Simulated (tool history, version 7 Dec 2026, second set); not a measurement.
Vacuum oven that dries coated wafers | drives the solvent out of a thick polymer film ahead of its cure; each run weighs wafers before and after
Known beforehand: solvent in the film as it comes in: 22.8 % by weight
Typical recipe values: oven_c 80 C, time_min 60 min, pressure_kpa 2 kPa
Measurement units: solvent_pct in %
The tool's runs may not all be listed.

Run 1, day 0: usual settings. Result: solvent_pct 4.28 %.
Run 2, day 0.717: usual settings. Result: solvent_pct 4.28 %.
Run 3, day 1.617: usual settings. Result: solvent_pct 4.25 %.
Run 4, day 2.667: usual settings but pressure_kpa 2.99 kPa. Result: solvent_pct 4.68 %.
Run 5, day 4.358: usual settings but time_min 32 min, pressure_kpa 2.99 kPa. Result: solvent_pct 8.77 %.
Run 6, day 5.858: usual settings but oven_c 69 C. Result: solvent_pct 9.64 %.
Run 7, day 6.946: usual settings but oven_c 69 C. Result: solvent_pct 9.57 %.
Run 8, day 8.379: usual settings but pressure_kpa 3.37 kPa. Result: solvent_pct 4.85 %.
Run 9, day 9.358: usual settings but pressure_kpa 3.37 kPa. Result: solvent_pct 4.79 %.
Run 10, day 10.6: usual settings but time_min 52 min. Result: solvent_pct 5.44 %.
Run 11, day 11.479: usual settings but oven_c 93 C. Result: solvent_pct 0.95 %.
Run 12, day 13.121: usual settings but oven_c 93 C. Result: solvent_pct 0.86 %.
Run 13, day 14.133: usual settings but oven_c 93 C. Result: solvent_pct 0.92 %.
Run 14, day 15.254: usual settings but oven_c 93 C. Result: solvent_pct 0.99 %.
Run 15, day 16.008: usual settings but oven_c 93 C. Result: solvent_pct 0.94 %.
Run 16, day 17.108: usual settings but oven_c 93 C. Result: solvent_pct 0.97 %.
Run 17, day 18.15: usual settings but pressure_kpa 2.62 kPa. Result: solvent_pct 5 %.
Run 18, day 19.658: usual settings but time_min 73 min, pressure_kpa 2.62 kPa. Result: solvent_pct 3.72 %.
Run 19, day 21.133: usual settings but time_min 73 min, pressure_kpa 2.62 kPa. Result: solvent_pct 3.76 %.
Run 20, day 21.946: usual settings but time_min 73 min, pressure_kpa 5.29 kPa. Result: solvent_pct 4.63 %.
Run 21, day 23.004: usual settings but time_min 73 min, pressure_kpa 5.29 kPa. Result: solvent_pct 4.36 %.
Run 22, day 24.608: usual settings. Result: solvent_pct 4.78 %.
Run 23, day 26.296: usual settings. Result: solvent_pct 4.73 %.
Run 24, day 27.171: usual settings. Result: solvent_pct 4.85 %.
Run 25, day 28.746: usual settings but time_min 34 min. Result: solvent_pct 8.6 %.
Run 26, day 30.117: usual settings but time_min 96 min. Result: solvent_pct 2.41 %.
Run 27, day 31.329: usual settings but oven_c 76 C, time_min 105 min. Result: solvent_pct 3.35 %.
Run 28, day 32.346: usual settings but oven_c 67 C, time_min 43 min, pressure_kpa 1.27 kPa. Result: solvent_pct 12.51 %.
At day 32.5: oven's thermocouples calibrated.
Run 29, day 34.088: usual settings but oven_c 72 C, time_min 38 min, pressure_kpa 1.55 kPa. Result: solvent_pct 11.78 %.
Run 30, day 35.108: usual settings but oven_c 66 C, time_min 38 min, pressure_kpa 7.42 kPa. Result: solvent_pct 15.59 %.
Run 31, day 36.662: usual settings but oven_c 66 C, time_min 38 min, pressure_kpa 7.42 kPa. Result: solvent_pct 15.25 %.
Run 32, day 37.392: usual settings but oven_c 66 C, time_min 38 min, pressure_kpa 7.42 kPa. Result: solvent_pct 15.63 %.
Run 33, day 38.838: usual settings but oven_c 66 C, time_min 38 min, pressure_kpa 3.36 kPa. Result: solvent_pct 14.43 %.
Run 34, day 39.646: usual settings but oven_c 85 C, time_min 78 min, pressure_kpa 1.52 kPa. Result: solvent_pct 2.16 %.
Run 35, day 40.408: usual settings but oven_c 74 C, time_min 52 min. Result: solvent_pct 9.19 %.
At day 41.079: oven's thermocouples calibrated, once more.
Run 36, day 41.629: usual settings but oven_c 74 C, time_min 52 min. Result: solvent_pct 7.23 %.
Run 37, day 43.104: usual settings but time_min 32 min, pressure_kpa 3.43 kPa. Result: solvent_pct 7.96 %.
Run 38, day 44.788: usual settings but time_min 32 min, pressure_kpa 3.43 kPa. Result: solvent_pct 7.94 %.
Run 39, day 46.538: usual settings but oven_c 88 C, time_min 61 min, pressure_kpa 1.13 kPa. Result: solvent_pct 1.28 %.
Run 40, day 47.554: usual settings but oven_c 81 C, time_min 82 min, pressure_kpa 5.1 kPa. Result: solvent_pct 2.81 %.
Run 41, day 48.733: usual settings but oven_c 81 C, time_min 82 min, pressure_kpa 5.1 kPa. Result: solvent_pct 2.88 %.
Run 42, day 49.738: usual settings but oven_c 93 C, time_min 102 min. Result: solvent_pct 0.47 %.
Run 43, day 50.575: usual settings but oven_c 81 C, time_min 31 min, pressure_kpa 5.15 kPa. Result: solvent_pct 8.06 %.
Run 44, day 51.979: usual settings but oven_c 72 C, pressure_kpa 5.12 kPa. Result: solvent_pct 8.07 %.
Run 45, day 53.654: usual settings but oven_c 72 C, time_min 32 min, pressure_kpa 1.65 kPa. Result: solvent_pct 11.24 %.
Run 46, day 54.425: usual settings but time_min 107 min, pressure_kpa 5.05 kPa. Result: solvent_pct 2.25 %.
Run 47, day 55.429: usual settings but time_min 107 min, pressure_kpa 5.05 kPa. Result: solvent_pct 2.26 %.
Run 48, day 56.304: usual settings but time_min 37 min. Result: solvent_pct 6.82 %.

Below are 3 alternative next runs, each starting from the tool's condition after run 48. Predict each:
Run A, day 57.4: usual settings but oven_c 93 C, time_min 89 min. Result: solvent_pct ?.
Run B, day 57.4: usual settings but oven_c 71 C, time_min 90 min. Result: solvent_pct ?.
Run C, day 57.4: usual settings but oven_c 70 C, time_min 78 min, pressure_kpa 5.7 kPa. Result: solvent_pct ?.

run  solvent_pct
  A         0.49
  B         5.42
  C         7.83
The same runs, with their run-to-run variation unchanged, on a tool lacking any hidden condition would have given:
run  solvent_pct
  A         0.46
  B         5.26
  C         7.67
